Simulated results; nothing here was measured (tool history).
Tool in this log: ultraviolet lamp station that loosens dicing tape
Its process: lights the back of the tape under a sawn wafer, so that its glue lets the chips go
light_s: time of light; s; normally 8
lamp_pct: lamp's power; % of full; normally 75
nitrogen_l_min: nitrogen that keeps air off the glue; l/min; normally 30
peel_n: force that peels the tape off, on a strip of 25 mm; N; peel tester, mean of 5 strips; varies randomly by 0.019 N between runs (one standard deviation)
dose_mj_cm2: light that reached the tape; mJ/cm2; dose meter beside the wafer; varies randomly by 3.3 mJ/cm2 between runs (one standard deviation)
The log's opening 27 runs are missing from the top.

| run | hour | light_s | lamp_pct | nitrogen_l_min | peel_n | dose_mj_cm2 |
|---|---|---|---|---|---|---|
|  | 1197.7 | lamp changed |
| 28 | 1204.2 | 7 | 65 | 19 | 1.982 | 362 |
| 29 | 1238.3 | 7 | 65 | 19 | 1.971 | 364 |
| 30 | 1280.9 | 12 | 94 | 41 | 0.248 | 879 |
| 31 | 1329.7 | 12 | 94 | 41 | 0.272 | 849 |
| 32 | 1373.2 | 12 | 94 | 41 | 0.272 | 841 |
| 33 | 1412.4 | 12 | 94 | 41 | 0.288 | 822 |
| 34 | 1449 | 8 | 75 | 30 | 1.366 | 432 |
| 35 | 1489.8 | 4 | 65 | 30 | 3.623 | 184 |
|  | 1519.8 | window cleaned of glue's vapour |
| 36 | 1523.3 | 8 | 77 | 23 | 1.223 | 481 |
| 37 | 1576.8 | 8 | 77 | 23 | 1.3 | 460 |
| 38 | 1624.4 | 8 | 69 | 23 | 1.649 | 401 |

Consider 5 possible next runs. They are alternatives, not a sequence: every one starts from the tool as it was left by run 38. What does each give?
| A | 1668.8 | 14 | 73 | 23 | ? | ? |
| B | 1668.8 | 15 | 97 | 13 | ? | ? |
| C | 1668.8 | 13 | 76 | 23 | ? | ? |
| D | 1668.8 | 8 | 75 | 10 | ? | ? |
| E | 1668.8 | 8 | 93 | 13 | ? | ? |

| run | peel_n | dose_mj_cm2 |
|---|---|---|
| A | 0.512 | 737 |
| B | 0.297 | 1045 |
| C | 0.543 | 705 |
| D | 1.984 | 429 |
| E | 1.336 | 530 |
With no hidden state in the tool, these same runs would have given:
| run | peel_n | dose_mj_cm2 |
|---|---|---|
| A | 0.32 | 891 |
| B | 0.188 | 1264 |
| C | 0.342 | 853 |
| D | 1.506 | 519 |
| E | 0.937 | 643 |

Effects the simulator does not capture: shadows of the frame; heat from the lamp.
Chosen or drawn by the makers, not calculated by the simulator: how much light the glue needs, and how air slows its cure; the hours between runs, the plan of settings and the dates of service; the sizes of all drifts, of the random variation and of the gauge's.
